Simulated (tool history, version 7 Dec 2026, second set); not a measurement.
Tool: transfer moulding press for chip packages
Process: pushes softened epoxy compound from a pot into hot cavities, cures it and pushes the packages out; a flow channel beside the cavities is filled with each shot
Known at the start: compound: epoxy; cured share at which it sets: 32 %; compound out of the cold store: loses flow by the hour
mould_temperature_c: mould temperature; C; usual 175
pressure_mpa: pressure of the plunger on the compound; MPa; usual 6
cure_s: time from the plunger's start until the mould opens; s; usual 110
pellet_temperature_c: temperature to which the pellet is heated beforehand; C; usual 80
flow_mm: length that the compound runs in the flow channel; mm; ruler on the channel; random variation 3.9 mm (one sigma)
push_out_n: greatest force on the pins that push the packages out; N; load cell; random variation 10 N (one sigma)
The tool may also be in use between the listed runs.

run,hour,mould_temperature_c,pressure_mpa,cure_s,pellet_temperature_c,incoming compound's hours out of the cold store,flow_mm,push_out_n
1,0,175,6,110,80,23.9,546,661
# hour 5.1: cavities cleaned with cleaning compound and waxed
2,10.8,175,6,110,80,35.8,505,474
3,29.9,175,6,110,80,17.5,577,599
4,41.1,175,6,110,80,28,539,595
5,49.7,175,6,110,80,14.9,579,625
6,58.4,175,6,110,80,8.1,620,679
7,75.4,175,6,110,80,8.6,615,695
# hour 78.1: cavities cleaned with cleaning compound and waxed
8,97.7,175,6,110,85,27.3,524,557
9,110.4,175,5.55,110,80,9.3,577,586
10,129.1,175,6,110,80,20.6,550,657
11,143.8,178,6,110,80,46.4,458,644
# hour 152: cavities cleaned with cleaning compound and waxed
12,161.4,175,6,110,80,31.8,507,520
13,172.4,175,6,110,80,36.3,493,566
14,181,175,6,110,80,19.3,562,611
15,191.4,178,6.72,138,75,37.6,516,581
16,200.7,179,5.01,138,75,20.8,493,598
17,209.9,179,5.01,138,75,40.1,425,627
# hour 225.5: cavities cleaned with cleaning compound and waxed
18,231,180,7.25,141,75,25,571,477
19,251.3,170,5.15,131,84,35.6,459,581
20,265.3,175,5.24,110,80,11.6,540,639
21,277.3,175,4.96,121,80,44.7,416,631
22,288.8,175,7.26,121,72,46.2,501,619
# hour 298.2: cavities cleaned with cleaning compound and waxed
# hour 305.8: plunger's sealing rings changed
23,306.3,178,4.8,95,83,18.2,511,503
24,315.2,178,4.8,112,80,15.6,523,498
25,326.7,181,4.8,112,78,21.2,499,548
26,346.7,181,4.8,112,78,20.1,493,599
27,357.7,175,6,141,80,26.7,542,626
# hour 373.3: cavities cleaned with cleaning compound and waxed
28,374.4,175,6,141,80,42.1,485,437

Forecast each of these 3 alternatives for the next run:
A,392.7,175,6,141,72,35.8,?,?
B,392.7,175,5.1,123,75,11.7,?,?
C,392.7,179,6,141,80,25.9,?,?

run,flow_mm,push_out_n
A,511,516
B,555,523
C,526,505
Without the tool's hidden state the same runs would have given:
run,flow_mm,push_out_n
A,518,436
B,563,444
C,533,425

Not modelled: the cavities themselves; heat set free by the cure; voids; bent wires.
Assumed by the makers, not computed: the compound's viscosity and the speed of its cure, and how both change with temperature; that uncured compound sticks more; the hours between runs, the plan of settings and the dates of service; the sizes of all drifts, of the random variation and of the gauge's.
